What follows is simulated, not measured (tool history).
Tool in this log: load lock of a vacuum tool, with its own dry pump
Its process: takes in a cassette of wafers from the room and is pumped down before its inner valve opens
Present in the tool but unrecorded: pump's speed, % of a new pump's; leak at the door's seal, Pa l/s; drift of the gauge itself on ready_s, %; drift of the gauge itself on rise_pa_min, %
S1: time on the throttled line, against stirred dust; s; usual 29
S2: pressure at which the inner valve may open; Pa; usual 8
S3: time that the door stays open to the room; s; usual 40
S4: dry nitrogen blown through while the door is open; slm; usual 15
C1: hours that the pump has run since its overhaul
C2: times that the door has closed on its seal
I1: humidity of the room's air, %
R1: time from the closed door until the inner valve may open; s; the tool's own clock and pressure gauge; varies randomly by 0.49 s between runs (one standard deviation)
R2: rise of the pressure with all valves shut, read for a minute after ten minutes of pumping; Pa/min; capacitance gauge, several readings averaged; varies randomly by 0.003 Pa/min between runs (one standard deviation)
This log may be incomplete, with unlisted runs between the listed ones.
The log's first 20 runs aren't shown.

run,day,S1,S2,S3,S4,C1,C2,I1,R1,R2
21,196.029,29,7,87,11,3446,13367,44.4,67.2,0.098
22,204.858,29,8,29,15,3658,13858,48.1,66.4,0.082
23,215.229,29,8,29,15,3907,14434,44.7,65.9,0.082
24,223.279,29,8,29,15,4100,14881,48.3,65.9,0.093
25,228.808,29,8,29,15,4232,15189,43.6,66.6,0.089
26,237.650,29,8,29,15,4445,15680,45.7,67.0,0.086
27,248.288,20,8,85,5,4700,16271,44.0,59.9,0.129
28,261.829,20,8,85,5,5025,17024,45.5,60.8,0.133
29,272.496,29,11,40,20,5281,17617,44.6,65.4,0.101
30,283.483,29,8,40,5,5545,18228,45.9,67.8,0.134
31,289.721,29,8,40,9,5694,18575,48.6,67.0,0.121
32,296.175,29,8,79,4,5849,18934,46.2,68.6,0.154
33,303.404,29,8,79,4,6023,19335,43.9,68.0,0.151

4 ways to go on from here, each from the tool as it stands after run 33. What would each give?
A,315.075,45,8,79,4,6303,19984,43.1,?,?
B,315.075,29,8,208,15,6303,19984,49.2,?,?
C,315.075,26,11,40,23,6303,19984,45.1,?,?
D,315.075,29,8,79,5,6303,19984,45.0,?,?

run,R1,R2
A,80.0,0.155
B,68.8,0.155
C,65.0,0.119
D,68.2,0.155
The same runs, with their run-to-run variation unchanged, on a tool lacking any hidden condition would have given:
run,R1,R2
A,75.7,0.052
B,63.9,0.054
C,60.3,0.016
D,63.3,0.053
